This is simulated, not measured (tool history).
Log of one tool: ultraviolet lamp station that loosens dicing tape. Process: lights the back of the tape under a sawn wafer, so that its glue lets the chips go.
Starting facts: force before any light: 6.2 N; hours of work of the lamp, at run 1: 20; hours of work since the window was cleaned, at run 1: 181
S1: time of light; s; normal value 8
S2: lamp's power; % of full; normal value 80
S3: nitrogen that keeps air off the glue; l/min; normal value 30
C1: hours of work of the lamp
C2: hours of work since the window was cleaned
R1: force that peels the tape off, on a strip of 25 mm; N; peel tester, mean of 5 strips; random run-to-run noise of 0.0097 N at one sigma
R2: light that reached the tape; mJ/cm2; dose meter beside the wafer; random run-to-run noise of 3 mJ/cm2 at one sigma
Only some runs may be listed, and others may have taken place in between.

| run | day | S1 | S2 | S3 | C1 | C2 | R1 | R2 |
|---|---|---|---|---|---|---|---|---|
| 1 | 0.000 | 8 | 80 | 30 | 20 | 181 | 0.511 | 425 |
|  | 2.125 | window cleaned of glue's vapour |
| 2 | 3.646 | 8 | 80 | 45 | 82 | 26 | 0.407 | 404 |
| 3 | 7.833 | 8 | 80 | 45 | 155 | 98 | 0.441 | 386 |
| 4 | 9.817 | 8 | 80 | 45 | 189 | 133 | 0.475 | 376 |
| 5 | 12.908 | 8 | 80 | 45 | 242 | 186 | 0.551 | 360 |
|  | 14.679 | window cleaned of glue's vapour |
| 6 | 16.588 | 8 | 80 | 45 | 305 | 33 | 0.422 | 402 |
| 7 | 19.071 | 8 | 80 | 30 | 348 | 76 | 0.613 | 387 |
| 8 | 22.696 | 8 | 80 | 30 | 410 | 138 | 0.671 | 375 |
|  | 23.983 | window cleaned of glue's vapour, once more |
| 9 | 25.658 | 8 | 80 | 30 | 461 | 29 | 0.661 | 381 |
| 10 | 29.221 | 8 | 80 | 30 | 523 | 90 | 0.703 | 365 |
| 11 | 32.979 | 8 | 80 | 17 | 587 | 155 | 1.171 | 346 |
|  | 36.700 | window cleaned of glue's vapour |
| 12 | 37.229 | 10 | 80 | 30 | 660 | 9 | 0.454 | 447 |
| 13 | 39.142 | 10 | 80 | 30 | 693 | 42 | 0.485 | 442 |
| 14 | 41.100 | 4 | 80 | 13 | 727 | 76 | 2.996 | 170 |
| 15 | 44.996 | 4 | 80 | 13 | 794 | 143 | 3.176 | 162 |
| 16 | 48.662 | 5 | 80 | 13 | 857 | 206 | 2.755 | 190 |
|  | 49.379 | window cleaned of glue's vapour |
|  | 50.912 | lamp changed |
| 17 | 52.808 | 5 | 86 | 13 | 33 | 58 | 1.780 | 292 |
| 18 | 55.192 | 8 | 63 | 10 | 74 | 99 | 1.695 | 331 |
| 19 | 58.917 | 8 | 76 | 58 | 138 | 164 | 0.361 | 381 |
|  | 62.004 | window cleaned of glue's vapour |
| 20 | 62.054 | 8 | 76 | 44 | 192 | 1 | 0.405 | 403 |
| 21 | 65.383 | 16 | 90 | 30 | 249 | 58 | 0.072 | 917 |
| 22 | 67.612 | 10 | 94 | 27 | 287 | 97 | 0.243 | 582 |
| 23 | 70.462 | 5 | 69 | 32 | 337 | 146 | 1.701 | 209 |
| 24 | 73.733 | 5 | 69 | 32 | 393 | 202 | 1.775 | 199 |

For each run, the measured value with the value that run would have given without the tool's hidden condition subtracted. The run-to-run variation is shared by both, the gauge scatter possibly not:
The hidden state here: lamp's light, % of a new lamp's; light that the window lets through, % of a clean one's; drift of the gauge itself on peel_n, %; drift of the gauge itself on dose_mj_cm2, %.
| run | R1 | R2 |
|---|---|---|
| 1 | +0.084 | -33 |
| 2 | +0.114 | -56 |
| 3 | +0.164 | -75 |
| 4 | +0.189 | -85 |
| 5 | +0.249 | -97 |
| 6 | +0.112 | -53 |
| 7 | +0.183 | -66 |
| 8 | +0.247 | -83 |
| 9 | +0.221 | -74 |
| 10 | +0.283 | -91 |
| 11 | +0.462 | -110 |
| 12 | +0.219 | -127 |
| 13 | +0.245 | -138 |
| 14 | +0.677 | -60 |
| 15 | +0.813 | -69 |
| 16 | +0.930 | -98 |
| 17 | +0.106 | -14 |
| 18 | +0.161 | -26 |
| 19 | +0.102 | -50 |
| 20 | +0.073 | -33 |
| 21 | +0.012 | -116 |
| 22 | +0.082 | -93 |
| 23 | +0.381 | -42 |
| 24 | +0.474 | -50 |
